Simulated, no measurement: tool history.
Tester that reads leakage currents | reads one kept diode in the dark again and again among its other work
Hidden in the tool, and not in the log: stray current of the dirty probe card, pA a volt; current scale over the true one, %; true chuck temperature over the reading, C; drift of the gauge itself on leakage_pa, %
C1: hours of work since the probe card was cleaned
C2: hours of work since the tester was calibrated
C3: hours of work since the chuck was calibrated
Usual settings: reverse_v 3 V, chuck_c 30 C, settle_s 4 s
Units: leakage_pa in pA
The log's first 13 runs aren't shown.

{"run": 14, "hour": 896.8, "reverse_v": 3, "chuck_c": 30, "settle_s": 4, "C1": 431, "C2": 2386, "C3": 1173, "leakage_pa": 126.55}
{"run": 15, "hour": 950.6, "reverse_v": 3, "chuck_c": 30, "settle_s": 4, "C1": 472, "C2": 2427, "C3": 1213, "leakage_pa": 125.79}
{"run": 16, "hour": 1020.7, "reverse_v": 3, "chuck_c": 30, "settle_s": 0.95, "C1": 524, "C2": 2480, "C3": 1266, "leakage_pa": 126.03}
{"run": 17, "hour": 1104.8, "reverse_v": 3, "chuck_c": 30, "settle_s": 0.95, "C1": 588, "C2": 2543, "C3": 1329, "leakage_pa": 125.62}
{"run": 18, "hour": 1142.2, "reverse_v": 3, "chuck_c": 30, "settle_s": 4, "C1": 616, "C2": 2571, "C3": 1357, "leakage_pa": 123.8}
{"hour": 1151.1, "done": "chuck's temperature calibrated"}
{"run": 19, "hour": 1227.8, "reverse_v": 3, "chuck_c": 30, "settle_s": 4, "C1": 679, "C2": 2634, "C3": 58, "leakage_pa": 122.67}
{"run": 20, "hour": 1266.9, "reverse_v": 3, "chuck_c": 30, "settle_s": 4, "C1": 709, "C2": 2664, "C3": 87, "leakage_pa": 123.46}
{"run": 21, "hour": 1359.6, "reverse_v": 3, "chuck_c": 30, "settle_s": 3.74, "C1": 778, "C2": 2733, "C3": 157, "leakage_pa": 123.31}
{"run": 22, "hour": 1425.4, "reverse_v": 3, "chuck_c": 26, "settle_s": 4, "C1": 828, "C2": 2783, "C3": 207, "leakage_pa": 85.53}
{"run": 23, "hour": 1479.6, "reverse_v": 6.23, "chuck_c": 27, "settle_s": 6.61, "C1": 869, "C2": 2824, "C3": 248, "leakage_pa": 134.83}
{"run": 24, "hour": 1540.3, "reverse_v": 3, "chuck_c": 41, "settle_s": 6.23, "C1": 915, "C2": 2870, "C3": 293, "leakage_pa": 309.12}
{"run": 25, "hour": 1604.2, "reverse_v": 3, "chuck_c": 41, "settle_s": 6.23, "C1": 963, "C2": 2918, "C3": 342, "leakage_pa": 309.57}
{"run": 26, "hour": 1671.5, "reverse_v": 3, "chuck_c": 41, "settle_s": 6.23, "C1": 1014, "C2": 2969, "C3": 392, "leakage_pa": 309.45}
{"hour": 1702.1, "done": "chuck's temperature calibrated, once more"}
{"run": 27, "hour": 1759.8, "reverse_v": 3, "chuck_c": 41, "settle_s": 6.23, "C1": 1079, "C2": 3034, "C3": 44, "leakage_pa": 336.1}
{"run": 28, "hour": 1851.6, "reverse_v": 3, "chuck_c": 38, "settle_s": 6.23, "C1": 1148, "C2": 3103, "C3": 113, "leakage_pa": 260.72}
{"run": 29, "hour": 1895.2, "reverse_v": 8.52, "chuck_c": 30, "settle_s": 3.28, "C1": 1181, "C2": 3136, "C3": 146, "leakage_pa": 221.34}
{"run": 30, "hour": 1984.9, "reverse_v": 3.9, "chuck_c": 48, "settle_s": 0.59, "C1": 1248, "C2": 3203, "C3": 213, "leakage_pa": 661.31}
{"run": 31, "hour": 2046.1, "reverse_v": 10.52, "chuck_c": 56, "settle_s": 0.3, "C1": 1294, "C2": 3249, "C3": 259, "leakage_pa": 2006.63}
{"hour": 2074.6, "done": "probe card cleaned and baked"}
{"run": 32, "hour": 2099.9, "reverse_v": 7.52, "chuck_c": 37, "settle_s": 0.62, "C1": 19, "C2": 3288, "C3": 298, "leakage_pa": 375.26}
{"run": 33, "hour": 2139.4, "reverse_v": 7.52, "chuck_c": 37, "settle_s": 0.62, "C1": 49, "C2": 3317, "C3": 327, "leakage_pa": 372.93}
{"run": 34, "hour": 2178.9, "reverse_v": 3.95, "chuck_c": 30, "settle_s": 0.73, "C1": 79, "C2": 3347, "C3": 357, "leakage_pa": 148.07}
{"run": 35, "hour": 2252.4, "reverse_v": 5.04, "chuck_c": 30, "settle_s": 0.47, "C1": 134, "C2": 3403, "C3": 413, "leakage_pa": 167.62}
{"run": 36, "hour": 2293.5, "reverse_v": 5.04, "chuck_c": 45, "settle_s": 0.47, "C1": 165, "C2": 3434, "C3": 444, "leakage_pa": 586.02}
{"run": 37, "hour": 2358.8, "reverse_v": 1.65, "chuck_c": 42, "settle_s": 4, "C1": 214, "C2": 3483, "C3": 493, "leakage_pa": 263.71}
{"run": 38, "hour": 2433.1, "reverse_v": 1.46, "chuck_c": 42, "settle_s": 3.03, "C1": 270, "C2": 3539, "C3": 549, "leakage_pa": 245.62}

Forecast each of these 4 alternatives for the next run:
{"run": "A", "hour": 2497.6, "reverse_v": 1.39, "chuck_c": 23, "settle_s": 0.9, "C1": 319, "C2": 3588, "C3": 597, "leakage_pa": "?"}
{"run": "B", "hour": 2497.6, "reverse_v": 4.56, "chuck_c": 33, "settle_s": 0.31, "C1": 319, "C2": 3588, "C3": 597, "leakage_pa": "?"}
{"run": "C", "hour": 2497.6, "reverse_v": 2.43, "chuck_c": 43, "settle_s": 1.2, "C1": 319, "C2": 3588, "C3": 597, "leakage_pa": "?"}
{"run": "D", "hour": 2497.6, "reverse_v": 9.59, "chuck_c": 20, "settle_s": 4.76, "C1": 319, "C2": 3588, "C3": 597, "leakage_pa": "?"}

run=A leakage_pa=46.15
run=B leakage_pa=205.29
run=C leakage_pa=342.68
run=D leakage_pa=91.5
Without the tool's hidden state the same runs would have given:
run=A leakage_pa=49.51
run=B leakage_pa=219.5
run=C leakage_pa=365.7
run=D leakage_pa=97.75

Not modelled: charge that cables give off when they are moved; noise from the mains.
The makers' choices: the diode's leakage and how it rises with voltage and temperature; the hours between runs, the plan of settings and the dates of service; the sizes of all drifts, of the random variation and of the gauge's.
